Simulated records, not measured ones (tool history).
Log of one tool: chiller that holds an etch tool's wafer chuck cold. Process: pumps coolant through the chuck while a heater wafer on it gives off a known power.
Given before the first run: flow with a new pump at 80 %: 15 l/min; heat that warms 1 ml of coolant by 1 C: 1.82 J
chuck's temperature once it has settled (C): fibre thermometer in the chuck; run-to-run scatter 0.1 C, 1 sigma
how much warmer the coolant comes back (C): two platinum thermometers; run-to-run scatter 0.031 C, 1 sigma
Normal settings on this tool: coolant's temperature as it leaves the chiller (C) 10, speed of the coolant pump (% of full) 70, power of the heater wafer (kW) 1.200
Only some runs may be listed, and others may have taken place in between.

run,day,coolant's temperature as it leaves the chiller (C),speed of the coolant pump (% of full),power of the heater wafer (kW),chuck's temperature once it has settled (C),how much warmer the coolant comes back (C)
1,0.000,10,70,1.200,23.8,3.11
2,1.667,10,70,1.200,24.0,3.07
3,2.679,10,70,1.200,23.8,3.12
4,4.625,10,70,1.200,24.1,3.09
5,6.608,10,70,1.200,23.9,3.12
6,7.542,10,70,0.911,20.7,2.31
7,8.583,10,70,1.200,23.9,3.15
8,9.912,0,70,1.200,13.9,3.14
9,11.821,10,70,1.200,24.2,3.15
10,13.042,10,70,1.200,24.2,3.12
# day 13.404: coolant pump overhauled
11,14.921,10,70,1.200,24.5,3.17
12,16.092,10,70,1.200,24.3,3.11
13,17.704,10,70,1.200,24.2,3.11
14,19.621,10,70,1.200,24.3,3.13
15,20.700,10,70,1.200,24.3,3.12
# day 21.679: coolant pump overhauled, once more
16,22.367,10,70,1.570,28.7,4.05
# day 23.242: coolant changed, channels flushed
17,24.158,10,70,1.570,25.3,4.04
18,25.379,1,72,1.200,12.7,2.98
19,26.650,14,72,0.682,20.8,1.73
20,28.121,20,73,1.148,31.1,2.82
21,29.779,20,73,1.148,31.1,2.83
22,31.092,12,94,1.387,22.6,2.58
23,31.971,11,94,0.767,17.0,1.48
24,33.454,11,94,0.767,17.2,1.43
25,34.633,13,68,1.549,28.8,4.18
26,35.862,10,69,1.406,24.2,3.75
27,37.283,10,69,1.406,24.2,3.72
28,39.300,5,69,0.789,13.3,2.07
29,41.208,17,79,1.200,28.2,2.72
30,43.238,10,66,0.804,18.8,2.20
31,44.833,10,66,0.804,18.8,2.22

3 options for the next run, each taken on its own from the tool as it stands now. Forecast them:
A,46.158,7,66,0.804,?,?
B,46.158,10,66,0.995,?,?
C,46.158,3,70,1.200,?,?

run,chuck's temperature once it has settled (C),how much warmer the coolant comes back (C)
A,16.0,2.22
B,20.9,2.76
C,15.3,3.16
Without the tool's unlogged condition, the same runs would have read:
run,chuck's temperature once it has settled (C),how much warmer the coolant comes back (C)
A,14.9,2.17
B,19.7,2.69
C,14.0,3.09
